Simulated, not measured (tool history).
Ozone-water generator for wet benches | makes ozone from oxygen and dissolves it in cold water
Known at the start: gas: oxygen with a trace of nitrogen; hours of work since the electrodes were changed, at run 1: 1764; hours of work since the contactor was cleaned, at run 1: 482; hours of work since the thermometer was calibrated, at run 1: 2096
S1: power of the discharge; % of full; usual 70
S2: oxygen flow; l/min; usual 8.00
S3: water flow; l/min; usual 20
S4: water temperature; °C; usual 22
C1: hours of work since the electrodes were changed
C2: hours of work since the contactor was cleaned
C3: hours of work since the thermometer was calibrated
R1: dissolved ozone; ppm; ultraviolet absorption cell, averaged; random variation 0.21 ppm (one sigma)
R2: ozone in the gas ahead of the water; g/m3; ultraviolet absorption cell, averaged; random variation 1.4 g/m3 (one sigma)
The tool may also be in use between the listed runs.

| run | hour | S1 | S2 | S3 | S4 | C1 | C2 | C3 | R1 | R2 |
|---|---|---|---|---|---|---|---|---|---|---|
| 1 | 0.0 | 70 | 8.00 | 20 | 22 | 1764 | 482 | 2096 | 30.4 | 259.0 |
| 2 | 48.1 | 70 | 8.00 | 20 | 22 | 1804 | 523 | 2136 | 30.5 | 257.6 |
| 3 | 81.7 | 70 | 8.00 | 20 | 20 | 1832 | 551 | 2164 | 31.8 | 258.4 |
| 4 | 135.8 | 70 | 8.00 | 20 | 22 | 1878 | 596 | 2210 | 30.6 | 261.9 |
| 5 | 175.3 | 70 | 8.00 | 20 | 22 | 1911 | 629 | 2243 | 31.0 | 260.3 |
| 6 | 234.6 | 70 | 8.00 | 20 | 22 | 1961 | 679 | 2293 | 30.6 | 260.9 |
| 7 | 293.5 | 70 | 12.16 | 20 | 22 | 2010 | 729 | 2342 | 31.2 | 226.7 |
| 8 | 340.2 | 70 | 8.00 | 20 | 22 | 2050 | 768 | 2381 | 30.7 | 258.5 |
| 9 | 388.3 | 70 | 5.61 | 20 | 22 | 2090 | 808 | 2422 | 29.6 | 291.7 |
| 10 | 428.8 | 70 | 8.00 | 12 | 22 | 2124 | 842 | 2456 | 42.6 | 257.0 |
| 11 | 494.1 | 70 | 8.00 | 12 | 22 | 2179 | 897 | 2511 | 43.1 | 258.6 |
| 12 | 532.2 | 70 | 8.00 | 12 | 22 | 2211 | 929 | 2543 | 42.5 | 258.3 |
|  | 571.4 | water thermometer calibrated |
| 13 | 594.2 | 70 | 8.00 | 12 | 22 | 2263 | 981 | 19 | 42.6 | 256.8 |
| 14 | 646.5 | 70 | 4.80 | 20 | 22 | 2307 | 1025 | 63 | 28.1 | 302.0 |
| 15 | 684.7 | 70 | 4.80 | 20 | 22 | 2339 | 1057 | 95 | 28.2 | 302.4 |
| 16 | 714.5 | 70 | 8.00 | 19 | 22 | 2364 | 1082 | 120 | 31.5 | 261.5 |
| 17 | 752.7 | 70 | 8.00 | 19 | 22 | 2396 | 1114 | 152 | 32.0 | 260.1 |
| 18 | 824.3 | 85 | 8.00 | 20 | 15 | 2456 | 1174 | 213 | 40.8 | 305.9 |

Forecast run 19:
| 19 | 885.6 | 44 | 10.66 | 21 | 16 | 2508 | 1226 | 264 | ? | ? |

Run 19 gave R1 22.5 ppm, R2 156.4 g/m3.
Without the tool's hidden state the same run would have given R1 22.6 ppm, R2 156.5 g/m3.

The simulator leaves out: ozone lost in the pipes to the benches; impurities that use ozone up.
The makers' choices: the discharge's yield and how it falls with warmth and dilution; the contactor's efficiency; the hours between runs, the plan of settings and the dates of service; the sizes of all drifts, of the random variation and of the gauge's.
